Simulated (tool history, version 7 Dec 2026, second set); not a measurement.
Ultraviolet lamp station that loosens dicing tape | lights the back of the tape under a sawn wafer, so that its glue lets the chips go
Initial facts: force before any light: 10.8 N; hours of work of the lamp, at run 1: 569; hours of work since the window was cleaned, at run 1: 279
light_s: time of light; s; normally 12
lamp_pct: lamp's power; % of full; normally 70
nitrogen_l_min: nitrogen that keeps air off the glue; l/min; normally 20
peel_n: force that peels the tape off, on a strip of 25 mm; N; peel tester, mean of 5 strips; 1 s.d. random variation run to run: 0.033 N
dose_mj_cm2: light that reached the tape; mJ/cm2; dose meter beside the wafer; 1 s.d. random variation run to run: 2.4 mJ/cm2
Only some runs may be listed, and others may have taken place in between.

run,day,light_s,lamp_pct,nitrogen_l_min,hours of work of the lamp,hours of work since the window was cleaned,peel_n,dose_mj_cm2
1,0,12,70,20,569,279,1.68,265
2,1.238,12,70,28,587,298,1.352,264
# day 1.833: window cleaned of glue's vapour
3,1.983,12,70,28,598,2,1.392,261
4,2.971,12,70,20,613,17,1.619,263
5,4.096,12,70,20,631,34,1.646,267
6,4.717,12,70,20,640,44,1.616,265
7,5.525,12,70,20,652,56,1.619,267
8,6.029,12,70,20,660,64,1.609,264
9,6.896,12,70,20,673,77,1.649,259
10,7.942,12,70,20,689,93,1.633,269
11,8.496,12,70,20,697,101,1.624,263
12,9.088,12,70,6,706,110,2.957,263
13,9.871,12,70,6,718,122,3.002,264
14,10.558,12,70,6,729,132,2.988,263
15,11.371,12,70,6,741,145,2.977,267
16,11.912,10,70,20,749,153,2.245,220
17,12.967,10,70,20,765,169,2.218,223
18,13.862,10,98,20,779,182,1.251,308
19,14.704,10,98,20,791,195,1.245,310
20,15.375,10,98,20,802,205,1.248,305
21,16.017,10,98,20,811,215,1.22,307
22,16.7,9,88,20,822,226,1.859,252
23,17.754,12,71,20,838,242,1.561,268
24,18.775,12,71,20,853,257,1.651,267
25,19.696,12,71,20,867,271,1.57,269
26,20.533,20,93,13,880,284,0.417,591
27,21.75,20,93,13,898,302,0.414,593
# day 22.129: window cleaned of glue's vapour
28,22.783,7,70,19,914,10,3.619,156
29,23.504,7,70,19,925,21,3.561,152
30,24.492,8,73,22,940,36,2.687,182
31,25.371,18,73,22,953,49,0.637,411
32,26.367,6,92,22,968,64,2.981,174
33,27.583,6,92,22,987,83,3.011,174
34,28.267,6,92,22,997,93,2.84,174
35,29.008,12,91,10,1008,104,1.536,348
36,29.533,12,68,25,1016,112,1.527,261
37,30.708,8,61,20,1034,130,3.523,157
38,31.712,8,61,20,1049,145,3.635,152
39,32.329,13,70,36,1059,155,1.044,284
40,33.158,8,70,10,1071,167,3.789,175

What differs in the tool's unlogged condition from the final listed run ahead of each entry between runs to the first listed run following it?
In the gap between runs 2 and 3: window cleaned of glue's vapour (day 1.833)
  light that the window lets through, % of a clean one's: 99.9 -> 100
In the gap between runs 27 and 28: window cleaned of glue's vapour (day 22.129)
  light that the window lets through, % of a clean one's: 99.9 -> 100
